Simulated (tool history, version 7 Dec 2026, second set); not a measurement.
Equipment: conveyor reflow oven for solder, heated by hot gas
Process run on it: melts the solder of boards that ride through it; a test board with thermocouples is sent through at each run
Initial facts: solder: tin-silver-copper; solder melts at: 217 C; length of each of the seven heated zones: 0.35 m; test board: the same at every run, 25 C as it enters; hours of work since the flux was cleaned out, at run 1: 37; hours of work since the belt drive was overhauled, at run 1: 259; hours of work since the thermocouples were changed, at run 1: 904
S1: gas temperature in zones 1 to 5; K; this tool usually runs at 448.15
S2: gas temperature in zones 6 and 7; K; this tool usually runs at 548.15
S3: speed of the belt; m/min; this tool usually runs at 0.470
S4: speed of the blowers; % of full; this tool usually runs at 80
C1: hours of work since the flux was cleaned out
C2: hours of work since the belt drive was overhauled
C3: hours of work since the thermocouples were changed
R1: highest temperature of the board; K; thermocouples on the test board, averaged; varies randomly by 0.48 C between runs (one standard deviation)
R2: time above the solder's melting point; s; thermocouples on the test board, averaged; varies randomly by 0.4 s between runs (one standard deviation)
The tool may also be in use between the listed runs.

run,day,S1,S2,S3,S4,C1,C2,C3,R1,R2
1,0.000,448.15,548.15,0.470,80,37,259,904,535.15,74.3
2,1.096,448.15,548.15,0.470,80,49,270,916,534.65,74.9
3,2.012,448.15,548.15,0.438,80,59,280,926,537.25,82.2
4,2.750,448.15,548.15,0.438,81,66,288,934,537.05,82.0
5,4.083,448.15,548.15,0.438,81,81,302,948,535.95,81.2
6,5.450,448.15,548.15,0.381,80,95,317,963,538.95,97.3
7,6.300,460.15,548.15,0.470,80,104,326,972,536.85,80.5
8,7.158,460.15,548.15,0.470,80,113,335,981,536.85,81.3
9,8.358,460.15,548.15,0.470,80,126,348,994,536.35,81.0
10,9.646,458.15,548.15,0.470,80,140,362,1007,536.25,79.4
11,10.579,458.15,548.15,0.470,80,150,372,1017,535.65,80.0
# day 11.596: thermocouples of zones 6 and 7 changed
12,12.096,458.15,548.15,0.470,80,165,387,5,535.65,79.8
13,13.396,448.15,537.15,0.470,80,179,401,19,524.65,68.2
14,14.288,448.15,537.15,0.470,80,189,410,29,524.75,68.0
15,15.071,448.15,537.15,0.470,80,197,419,37,524.75,68.1
16,16.133,451.15,545.15,0.470,72,208,430,48,531.75,74.8
17,17.142,449.15,548.15,0.470,57,219,441,59,531.15,72.4
18,18.150,448.15,551.15,0.470,78,230,451,70,537.05,76.2
19,19.029,455.15,538.15,0.470,66,239,461,79,525.45,70.9
20,19.688,443.15,538.15,0.470,50,246,468,86,520.05,60.3
21,20.721,443.15,538.15,0.470,50,257,479,97,519.95,59.5
22,21.779,448.15,536.15,0.470,55,268,490,109,521.15,62.6
23,22.592,435.15,542.15,0.408,67,277,499,117,530.15,78.0
24,23.542,438.15,548.15,0.532,80,287,509,127,528.05,57.9
25,24.675,438.15,548.15,0.532,80,299,521,140,529.15,57.5
26,25.858,441.15,548.15,0.435,67,312,534,152,534.65,78.1
27,27.050,452.15,542.15,0.435,62,325,546,165,529.65,79.1
28,27.683,452.15,542.15,0.435,62,331,553,172,530.05,79.8
29,28.425,442.15,536.15,0.470,56,339,561,180,519.45,58.3
30,29.479,442.15,536.15,0.470,56,351,572,191,520.15,59.2

How the hidden state differs across the entries between the runs, from the last listed run before each to the first after it:
Runs 11 to 12: thermocouples of zones 6 and 7 changed (day 11.596)
  belt's true speed, % of the reading: 99.95 -> 99.94; true gas temperature in zones 6 and 7 over the reading, C: -0.12 -> 0.03

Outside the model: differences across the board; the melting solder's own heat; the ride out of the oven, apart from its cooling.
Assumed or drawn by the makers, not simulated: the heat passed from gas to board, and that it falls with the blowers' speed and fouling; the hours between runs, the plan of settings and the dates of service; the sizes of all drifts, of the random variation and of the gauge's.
